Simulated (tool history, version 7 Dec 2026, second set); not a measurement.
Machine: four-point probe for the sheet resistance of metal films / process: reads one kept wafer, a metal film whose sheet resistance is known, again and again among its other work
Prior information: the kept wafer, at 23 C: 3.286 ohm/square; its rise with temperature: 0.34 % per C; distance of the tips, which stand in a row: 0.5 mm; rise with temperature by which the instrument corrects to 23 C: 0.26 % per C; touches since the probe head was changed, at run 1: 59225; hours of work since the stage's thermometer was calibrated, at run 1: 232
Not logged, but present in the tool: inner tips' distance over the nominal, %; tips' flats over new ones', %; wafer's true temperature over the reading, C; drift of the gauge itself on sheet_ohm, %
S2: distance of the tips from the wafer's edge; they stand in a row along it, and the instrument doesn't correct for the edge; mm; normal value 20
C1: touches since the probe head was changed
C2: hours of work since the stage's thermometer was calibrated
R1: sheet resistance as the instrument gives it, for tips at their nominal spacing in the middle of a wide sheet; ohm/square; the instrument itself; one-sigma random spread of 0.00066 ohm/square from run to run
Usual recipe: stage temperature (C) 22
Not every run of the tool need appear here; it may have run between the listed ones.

{"run": 1, "hour": 0.0, "stage temperature (C)": 22, "S2": 20, "C1": 59225, "C2": 232, "R1": 3.233009}
{"run": 2, "hour": 10.6, "stage temperature (C)": 22, "S2": 20, "C1": 59552, "C2": 237, "R1": 3.232748}
{"run": 3, "hour": 24.6, "stage temperature (C)": 22, "S2": 20, "C1": 59986, "C2": 244, "R1": 3.231241}
{"run": 4, "hour": 36.7, "stage temperature (C)": 22, "S2": 20, "C1": 60361, "C2": 250, "R1": 3.232342}
{"run": 5, "hour": 50.0, "stage temperature (C)": 22, "S2": 20, "C1": 60772, "C2": 256, "R1": 3.232765}
{"run": 6, "hour": 68.4, "stage temperature (C)": 22, "S2": 10, "C1": 61343, "C2": 265, "R1": 3.236213}
{"hour": 71.5, "done": "new probe head fitted"}
{"run": 7, "hour": 82.8, "stage temperature (C)": 22, "S2": 10, "C1": 350, "C2": 272, "R1": 3.300229}
{"run": 8, "hour": 92.2, "stage temperature (C)": 23, "S2": 20, "C1": 640, "C2": 276, "R1": 3.298573}
{"run": 9, "hour": 104.1, "stage temperature (C)": 23, "S2": 20, "C1": 1011, "C2": 282, "R1": 3.29888}
{"run": 10, "hour": 118.3, "stage temperature (C)": 23, "S2": 20, "C1": 1450, "C2": 289, "R1": 3.298648}
{"run": 11, "hour": 127.9, "stage temperature (C)": 22, "S2": 20, "C1": 1746, "C2": 293, "R1": 3.295468}
{"hour": 129.4, "done": "stage's thermometer calibrated"}
{"run": 12, "hour": 143.8, "stage temperature (C)": 22, "S2": 20, "C1": 2223, "C2": 7, "R1": 3.296211}
{"run": 13, "hour": 153.8, "stage temperature (C)": 22, "S2": 20, "C1": 2534, "C2": 12, "R1": 3.295801}
{"run": 14, "hour": 164.3, "stage temperature (C)": 22, "S2": 20, "C1": 2859, "C2": 17, "R1": 3.296694}
{"run": 15, "hour": 176.9, "stage temperature (C)": 22, "S2": 20, "C1": 3249, "C2": 23, "R1": 3.295049}
{"hour": 191.9, "done": "stage's thermometer calibrated, once more"}
{"run": 16, "hour": 195.3, "stage temperature (C)": 22, "S2": 20, "C1": 3803, "C2": 2, "R1": 3.292847}
{"run": 17, "hour": 207.3, "stage temperature (C)": 22, "S2": 20, "C1": 4174, "C2": 7, "R1": 3.291509}
{"run": 18, "hour": 217.9, "stage temperature (C)": 22, "S2": 20, "C1": 4504, "C2": 12, "R1": 3.292041}

The next listed run, before its measurement:
{"run": 19, "hour": 234.8, "stage temperature (C)": 30, "S2": 3, "C1": 5025, "C2": 21, "R1": "?"}

Run 19 produced R1 3.360098 ohm/square.
Without the tool's hidden state the same run would have given R1 3.352477 ohm/square.
